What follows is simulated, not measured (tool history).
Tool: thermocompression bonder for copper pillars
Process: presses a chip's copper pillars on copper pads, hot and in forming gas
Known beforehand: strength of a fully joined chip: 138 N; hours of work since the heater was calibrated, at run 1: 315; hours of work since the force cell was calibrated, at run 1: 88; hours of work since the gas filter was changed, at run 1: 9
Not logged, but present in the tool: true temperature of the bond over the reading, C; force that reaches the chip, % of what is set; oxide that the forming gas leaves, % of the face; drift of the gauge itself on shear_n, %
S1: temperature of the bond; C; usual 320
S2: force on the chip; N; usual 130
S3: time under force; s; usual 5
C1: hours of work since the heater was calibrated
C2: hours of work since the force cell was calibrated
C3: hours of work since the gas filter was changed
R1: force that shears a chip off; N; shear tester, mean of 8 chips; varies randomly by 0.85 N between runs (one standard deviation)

run   hour   S1   S2  S3   C1   C2   C3    R1
  1      0  320  130   5  315   88    9  65.2
  2   43.7  320  130   5  333  106   27  64.7
  3     78  320  130   5  347  121   42    65
  4  109.3  320  130   5  360  133   55  65.4
  5  142.3  294  130   5  374  147   68  44.4
  6  174.5  294  130   5  387  160   81    44
  7  211.4  294  130   5  402  176   97  43.3
     240.8  -- forming gas filter changed
  8  245.1  320  153   5  416  189    2  74.7
  9    271  320  153   5  427  200   12  72.9
 10  319.7  320  130   5  447  220   33  64.2
 11  357.8  320  130   5  463  236   48  63.5
 12  390.3  320  130   5  476  249   62  62.5
 13  440.9  320  166   5  497  270   83  79.5
 14  494.7  320  166   5  519  292  105  78.3
     504.8  -- forming gas filter changed
 15  528.3  320  131   5  533  306   10  63.9
 16    566  320  130   5  548  322   25  63.4
 17  622.7  320  130   5  572  345   49    63
 18    670  320  130   5  591  364   68  62.9
 19  694.2  320  130   5  601  374   78  61.9
 20  730.7  320  130  10  616  390   93  78.6

What does the tool deliver on the next run?
     765.1  -- forming gas filter changed
 21  775.5  320  130  10  635  408   4   ?

R1: 76.9 N
With no hidden state in the tool, this same run would have given R1 83.8 N.
